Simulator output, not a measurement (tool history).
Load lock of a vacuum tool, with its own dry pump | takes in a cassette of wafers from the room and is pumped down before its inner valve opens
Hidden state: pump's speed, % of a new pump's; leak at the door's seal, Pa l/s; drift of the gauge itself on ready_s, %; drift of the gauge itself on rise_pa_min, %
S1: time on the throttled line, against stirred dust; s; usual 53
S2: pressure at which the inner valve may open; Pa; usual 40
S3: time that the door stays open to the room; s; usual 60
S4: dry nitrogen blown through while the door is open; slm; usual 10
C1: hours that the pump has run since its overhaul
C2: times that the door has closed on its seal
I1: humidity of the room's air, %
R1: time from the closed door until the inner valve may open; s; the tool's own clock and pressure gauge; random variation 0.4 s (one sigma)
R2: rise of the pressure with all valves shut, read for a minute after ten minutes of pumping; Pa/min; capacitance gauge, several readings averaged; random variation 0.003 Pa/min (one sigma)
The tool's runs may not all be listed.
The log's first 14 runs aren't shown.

{"run": 15, "hour": 1366.2, "S1": 53, "S2": 40, "S3": 60, "S4": 10, "C1": 5221, "C2": 10486, "I1": 44.9, "R1": 77.5, "R2": 0.126}
{"run": 16, "hour": 1471.9, "S1": 53, "S2": 40, "S3": 170, "S4": 10, "C1": 5327, "C2": 10656, "I1": 44.3, "R1": 77, "R2": 0.134}
{"run": 17, "hour": 1547.7, "S1": 43, "S2": 40, "S3": 60, "S4": 10, "C1": 5403, "C2": 10778, "I1": 45.9, "R1": 69.1, "R2": 0.128}
{"run": 18, "hour": 1673.2, "S1": 43, "S2": 40, "S3": 60, "S4": 10, "C1": 5528, "C2": 10980, "I1": 46.2, "R1": 68.6, "R2": 0.13}
{"run": 19, "hour": 1762.8, "S1": 43, "S2": 40, "S3": 60, "S4": 10, "C1": 5618, "C2": 11124, "I1": 45, "R1": 69.1, "R2": 0.129}
{"run": 20, "hour": 1867.6, "S1": 53, "S2": 53, "S3": 88, "S4": 10, "C1": 5723, "C2": 11293, "I1": 44.3, "R1": 76.1, "R2": 0.135}
{"run": 21, "hour": 1986.4, "S1": 69, "S2": 53, "S3": 54, "S4": 24, "C1": 5842, "C2": 11483, "I1": 42.4, "R1": 90.1, "R2": 0.129}
{"run": 22, "hour": 2063.9, "S1": 69, "S2": 53, "S3": 54, "S4": 24, "C1": 5919, "C2": 11608, "I1": 46.9, "R1": 89.7, "R2": 0.123}
{"run": 23, "hour": 2182.3, "S1": 92, "S2": 48, "S3": 49, "S4": 24, "C1": 6037, "C2": 11798, "I1": 44.1, "R1": 109.3, "R2": 0.132}
{"run": 24, "hour": 2262.1, "S1": 67, "S2": 56, "S3": 221, "S4": 6, "C1": 6117, "C2": 11927, "I1": 45.3, "R1": 87.8, "R2": 0.165}

Forecast run 25:
{"run": 25, "hour": 2349.7, "S1": 53, "S2": 40, "S3": 43, "S4": 11, "C1": 6205, "C2": 12068, "I1": 46, "R1": "?", "R2": "?"}

R1: 77.8 s
R2: 0.141 Pa/min
Without the tool's hidden state the same run would have given R1 75.8 s, R2 0.025 Pa/min.
